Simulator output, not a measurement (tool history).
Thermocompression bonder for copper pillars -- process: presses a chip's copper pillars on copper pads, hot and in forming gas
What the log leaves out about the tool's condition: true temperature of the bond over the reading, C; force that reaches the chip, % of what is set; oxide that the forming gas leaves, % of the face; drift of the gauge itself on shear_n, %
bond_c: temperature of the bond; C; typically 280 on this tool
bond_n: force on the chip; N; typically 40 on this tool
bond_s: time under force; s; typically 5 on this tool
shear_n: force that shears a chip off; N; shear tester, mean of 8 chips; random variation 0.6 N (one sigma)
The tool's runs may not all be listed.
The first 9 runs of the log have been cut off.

run,day,bond_c,bond_n,bond_s,hours of work since the heater was calibrated,hours of work since the force cell was calibrated,hours of work since the gas filter was changed,shear_n
10,4.996,308,40,5,352,432,170,128.2
11,5.625,280,43,5,360,440,178,105.8
12,6.279,270,40,5,368,448,186,90.2
13,6.871,270,40,5,376,456,193,90.2
14,7.233,280,40,5,381,460,198,102.4
15,7.883,280,40,5,389,468,206,101.3
# day 8.283: forming gas filter changed
16,8.442,280,40,5,395,475,2,101.8
17,8.758,280,40,5,399,479,6,103.2
18,9.121,292,48,3,404,484,11,110.3
19,9.500,280,50,12,409,488,15,132.9
20,9.992,272,50,12,415,495,22,125.7
21,10.446,272,47,9,421,500,27,116.7
22,10.829,252,40,9,426,505,32,84.1
23,11.500,252,36,9,434,514,41,79.5
24,12.083,272,40,5,441,521,48,93.0
25,12.550,277,40,6,447,527,54,102.9
26,13.033,295,51,3,453,533,60,115.8
27,13.683,280,38,5,462,541,68,98.4
28,13.983,283,43,3,465,545,72,93.7
29,14.371,306,43,3,470,550,77,117.8
30,14.983,306,43,3,478,558,85,118.2
31,15.617,295,31,5,486,566,93,103.6
32,16.138,259,40,11,493,572,99,98.8
33,16.650,294,40,11,499,579,106,131.9

Alternative continuations, all from the tool just after run 33; predict every row:
A,17.279,294,28,11,507,587,114,?
B,17.279,294,42,11,507,587,114,?
C,17.279,288,40,11,507,587,114,?

run,shear_n
A,118.6
B,134.1
C,127.4
Stripped of hidden state, with their random variation kept, the same runs would have yielded:
run,shear_n
A,121.4
B,137.4
C,130.5
